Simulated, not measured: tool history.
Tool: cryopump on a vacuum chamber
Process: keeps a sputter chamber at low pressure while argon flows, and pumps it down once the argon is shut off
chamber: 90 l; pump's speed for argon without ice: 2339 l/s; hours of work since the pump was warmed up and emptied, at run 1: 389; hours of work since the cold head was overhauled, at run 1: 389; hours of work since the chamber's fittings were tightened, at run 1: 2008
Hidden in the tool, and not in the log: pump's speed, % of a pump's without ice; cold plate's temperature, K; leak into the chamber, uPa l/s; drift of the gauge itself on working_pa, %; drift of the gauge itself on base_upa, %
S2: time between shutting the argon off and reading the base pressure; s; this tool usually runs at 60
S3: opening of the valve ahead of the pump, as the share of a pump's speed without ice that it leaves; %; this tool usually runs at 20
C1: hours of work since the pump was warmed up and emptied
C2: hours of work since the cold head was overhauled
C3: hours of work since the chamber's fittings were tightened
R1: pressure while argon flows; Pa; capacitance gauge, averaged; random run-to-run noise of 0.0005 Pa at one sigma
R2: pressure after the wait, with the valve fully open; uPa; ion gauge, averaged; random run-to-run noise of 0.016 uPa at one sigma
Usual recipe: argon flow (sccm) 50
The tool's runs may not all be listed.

run 1 hour=0 | argon_flow_(sccm)=50 S2=60 S3=20 | C1=389 C2=389 C3=2008 | R1=0.1852 R2=0.85
run 2 hour=25.9 | argon_flow_(sccm)=50 S2=60 S3=20 | C1=411 C2=411 C3=2030 | R1=0.1846 R2=0.87
run 3 hour=70 | argon_flow_(sccm)=50 S2=60 S3=20 | C1=449 C2=449 C3=2068 | R1=0.1862 R2=0.89
run 4 hour=113.1 | argon_flow_(sccm)=84 S2=60 S3=20 | C1=486 C2=486 C3=2106 | R1=0.3117 R2=0.85
run 5 hour=142.4 | argon_flow_(sccm)=84 S2=60 S3=20 | C1=512 C2=512 C3=2131 | R1=0.3119 R2=0.85
run 6 hour=184.5 | argon_flow_(sccm)=84 S2=60 S3=22 | C1=548 C2=548 C3=2167 | R1=0.2849 R2=0.86
run 7 hour=212 | argon_flow_(sccm)=84 S2=60 S3=22 | C1=572 C2=572 C3=2191 | R1=0.2859 R2=0.92
run 8 hour=261.6 | argon_flow_(sccm)=84 S2=60 S3=22 | C1=615 C2=615 C3=2234 | R1=0.2877 R2=0.9
run 9 hour=296.9 | argon_flow_(sccm)=84 S2=60 S3=22 | C1=645 C2=645 C3=2264 | R1=0.2865 R2=0.89
run 10 hour=328.9 | argon_flow_(sccm)=84 S2=60 S3=22 | C1=673 C2=673 C3=2292 | R1=0.2882 R2=0.92
run 11 hour=354.3 | argon_flow_(sccm)=50 S2=60 S3=45 | C1=695 C2=695 C3=2314 | R1=0.0876 R2=0.92
run 12 hour=400.1 | argon_flow_(sccm)=28 S2=60 S3=45 | C1=734 C2=734 C3=2353 | R1=0.0493 R2=0.92
run 13 hour=424 | argon_flow_(sccm)=50 S2=60 S3=35 | C1=755 C2=755 C3=2374 | R1=0.1113 R2=0.93
run 14 hour=467.8 | argon_flow_(sccm)=50 S2=60 S3=35 | C1=793 C2=793 C3=2412 | R1=0.1115 R2=0.95
run 15 hour=494.6 | argon_flow_(sccm)=50 S2=60 S3=35 | C1=816 C2=816 C3=2435 | R1=0.1117 R2=0.93
run 16 hour=531.1 | argon_flow_(sccm)=50 S2=60 S3=35 | C1=847 C2=847 C3=2467 | R1=0.1128 R2=0.93
run 17 hour=566.4 | argon_flow_(sccm)=50 S2=60 S3=35 | C1=878 C2=878 C3=2497 | R1=0.1129 R2=0.95
-- hour=572.6 leaking fittings of the chamber tightened, without venting
-- hour=594.6 pump warmed up, emptied and cooled again
run 18 hour=594.6 | argon_flow_(sccm)=93 S2=161 S3=54 | C1=0 C2=896 C3=15 | R1=0.1261 R2=0.33
run 19 hour=631.8 | argon_flow_(sccm)=93 S2=161 S3=54 | C1=32 C2=928 C3=47 | R1=0.1271 R2=0.32
run 20 hour=674.2 | argon_flow_(sccm)=50 S2=60 S3=25 | C1=69 C2=965 C3=83 | R1=0.1462 R2=0.64
run 21 hour=711.1 | argon_flow_(sccm)=50 S2=30 S3=35 | C1=101 C2=997 C3=115 | R1=0.1052 R2=1.08
run 22 hour=749.3 | argon_flow_(sccm)=72 S2=186 S3=42 | C1=134 C2=1030 C3=148 | R1=0.1267 R2=0.33
run 23 hour=776.7 | argon_flow_(sccm)=72 S2=186 S3=42 | C1=157 C2=1053 C3=172 | R1=0.1274 R2=0.3
run 24 hour=822.7 | argon_flow_(sccm)=84 S2=27 S3=47 | C1=197 C2=1093 C3=212 | R1=0.1329 R2=1.14
run 25 hour=861.9 | argon_flow_(sccm)=84 S2=26 S3=21 | C1=231 C2=1127 C3=246 | R1=0.2944 R2=1.2
run 26 hour=889.1 | argon_flow_(sccm)=84 S2=26 S3=21 | C1=254 C2=1151 C3=269 | R1=0.2938 R2=1.24
run 27 hour=928.9 | argon_flow_(sccm)=50 S2=48 S3=20 | C1=289 C2=1185 C3=303 | R1=0.1837 R2=0.74
run 28 hour=975.6 | argon_flow_(sccm)=50 S2=96 S3=20 | C1=329 C2=1225 C3=344 | R1=0.1834 R2=0.48
run 29 hour=1008.6 | argon_flow_(sccm)=77 S2=48 S3=16 | C1=358 C2=1254 C3=372 | R1=0.3527 R2=0.77
run 30 hour=1038.2 | argon_flow_(sccm)=43 S2=60 S3=20 | C1=383 C2=1279 C3=398 | R1=0.1599 R2=0.68
run 31 hour=1067.5 | argon_flow_(sccm)=43 S2=44 S3=58 | C1=408 C2=1305 C3=423 | R1=0.0581 R2=0.8
run 32 hour=1113.9 | argon_flow_(sccm)=43 S2=198 S3=22 | C1=448 C2=1345 C3=463 | R1=0.1456 R2=0.36
run 33 hour=1137.3 | argon_flow_(sccm)=43 S2=198 S3=22 | C1=469 C2=1365 C3=483 | R1=0.1455 R2=0.38
run 34 hour=1173.9 | argon_flow_(sccm)=62 S2=60 S3=32 | C1=500 C2=1396 C3=515 | R1=0.1462 R2=0.69

Entry by entry between the runs, the difference in hidden state between the last listed run before and the first listed run after:
Run 17 -> run 18: leaking fittings of the chamber tightened, without venting (hour 572.6); pump warmed up, emptied and cooled again (hour 594.6)
  pump's speed, % of a pump's without ice: 80.2 -> 99; leak into the chamber, uPa l/s: 950 -> 360
  what was measured, less what the result would be without the hidden state, R1: +0.0096 -> +0.0016 Pa; R2: +0.37 -> +0.03 uPa
